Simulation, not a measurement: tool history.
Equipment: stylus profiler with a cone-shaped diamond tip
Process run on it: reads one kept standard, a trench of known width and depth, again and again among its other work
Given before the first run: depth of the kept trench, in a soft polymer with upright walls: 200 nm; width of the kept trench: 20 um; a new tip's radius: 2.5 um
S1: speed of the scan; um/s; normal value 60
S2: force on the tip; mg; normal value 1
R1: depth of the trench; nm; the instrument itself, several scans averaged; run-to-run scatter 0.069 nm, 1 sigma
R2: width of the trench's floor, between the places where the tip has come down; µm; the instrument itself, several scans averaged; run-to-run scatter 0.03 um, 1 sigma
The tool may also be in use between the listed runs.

run 1 day=0 | S1=60 S2=1 | R1=200.49 R2=17.59
run 2 day=0.533 | S1=60 S2=1 | R1=200.58 R2=17.62
run 3 day=1.558 | S1=60 S2=1 | R1=200.48 R2=17.53
run 4 day=2.567 | S1=60 S2=1 | R1=200.63 R2=17.54
run 5 day=3.321 | S1=35 S2=1 | R1=200.58 R2=17.7
run 6 day=4.121 | S1=72 S2=1 | R1=200.77 R2=17.48
run 7 day=4.712 | S1=72 S2=1 | R1=200.58 R2=17.51
run 8 day=5.658 | S1=72 S2=1 | R1=200.55 R2=17.45
run 9 day=6.088 | S1=60 S2=1 | R1=200.63 R2=17.52
run 10 day=6.921 | S1=60 S2=1 | R1=200.61 R2=17.54
run 11 day=7.525 | S1=60 S2=1.85 | R1=201.05 R2=17.56
run 12 day=8.325 | S1=60 S2=0.5 | R1=200.36 R2=17.39
run 13 day=9.217 | S1=60 S2=0.5 | R1=200.42 R2=17.39
run 14 day=9.867 | S1=60 S2=0.5 | R1=200.47 R2=17.38
run 15 day=10.617 | S1=60 S2=0.5 | R1=200.45 R2=17.33
run 16 day=11.529 | S1=60 S2=1.01 | R1=200.69 R2=17.38
run 17 day=12.296 | S1=60 S2=0.64 | R1=200.53 R2=17.34
run 18 day=13.017 | S1=60 S2=1 | R1=200.64 R2=17.41
run 19 day=13.458 | S1=60 S2=1 | R1=200.73 R2=17.33
run 20 day=13.946 | S1=60 S2=2.01 | R1=201.06 R2=17.49
run 21 day=14.688 | S1=60 S2=2.01 | R1=201.01 R2=17.45
run 22 day=15.142 | S1=60 S2=1.37 | R1=200.77 R2=17.43
run 23 day=15.667 | S1=60 S2=1.37 | R1=200.81 R2=17.4
run 24 day=16.575 | S1=18 S2=0.64 | R1=200.51 R2=17.5
run 25 day=17.583 | S1=42 S2=1.37 | R1=200.8 R2=17.49
run 26 day=18.371 | S1=42 S2=1.37 | R1=200.98 R2=17.47
-- day=18.446 height scale calibrated on a step standard
run 27 day=19.208 | S1=42 S2=1.37 | R1=200.95 R2=17.45
run 28 day=19.958 | S1=42 S2=1.37 | R1=200.85 R2=17.43
run 29 day=20.592 | S1=42 S2=1.37 | R1=200.94 R2=17.41
run 30 day=21.042 | S1=49 S2=1 | R1=200.77 R2=17.34
run 31 day=21.796 | S1=162 S2=0.96 | R1=200.69 R2=16.86
run 32 day=22.458 | S1=162 S2=1.99 | R1=201.15 R2=17.09
run 33 day=22.904 | S1=162 S2=1.99 | R1=201.23 R2=17.01
run 34 day=23.675 | S1=82 S2=0.35 | R1=200.41 R2=16.9
-- day=24.571 height scale calibrated on a step standard, once more
run 35 day=24.671 | S1=142 S2=2.21 | R1=201.04 R2=17.08

Predict the results of run 36:
run 36 day=25.204 | S1=65 S2=2.21 | R1=? R2=?

Run 36 measured R1 201.11 nm, R2 17.4 µm.
Without the tool's hidden state the same run would have given R1 201.07 nm, R2 17.92 µm.
